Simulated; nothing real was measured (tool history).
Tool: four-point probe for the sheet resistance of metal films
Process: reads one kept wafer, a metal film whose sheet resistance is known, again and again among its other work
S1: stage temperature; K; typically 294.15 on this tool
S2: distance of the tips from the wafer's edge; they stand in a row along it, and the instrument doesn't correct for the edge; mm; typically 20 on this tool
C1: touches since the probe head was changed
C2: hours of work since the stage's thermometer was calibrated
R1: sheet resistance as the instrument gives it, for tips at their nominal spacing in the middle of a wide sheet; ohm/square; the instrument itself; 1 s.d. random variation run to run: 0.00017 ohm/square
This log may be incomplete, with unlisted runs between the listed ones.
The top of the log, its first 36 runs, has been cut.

run,day,S1,S2,C1,C2,R1
37,93.942,293.15,14,3981,998,0.826551
38,96.438,294.15,75,6962,1044,0.824
39,98.817,293.15,3,9802,1089,0.870211
40,101.533,293.15,35,13041,1140,0.824498
41,105.167,306.15,9,17377,1208,0.82722
42,108.079,293.15,70,20853,1262,0.823502
43,109.917,291.15,12,23044,1297,0.826486
44,112.321,301.15,23,25916,1342,0.822753
45,115.983,301.15,7,30282,1410,0.83065
46,119.312,291.15,8,34257,1473,0.829567

What if the next run were any one of these 3? Each begins from the tool's condition after run 46:
A,122.004,294.15,49,37465,1523,?
B,122.004,294.15,5,37465,1523,?
C,122.004,305.15,29,37465,1523,?

run,R1
A,0.822377
B,0.839435
C,0.82113
Take away the tool's hidden state, keep each run's random variation, and the runs would have read:
run,R1
A,0.827422
B,0.844578
C,0.826136
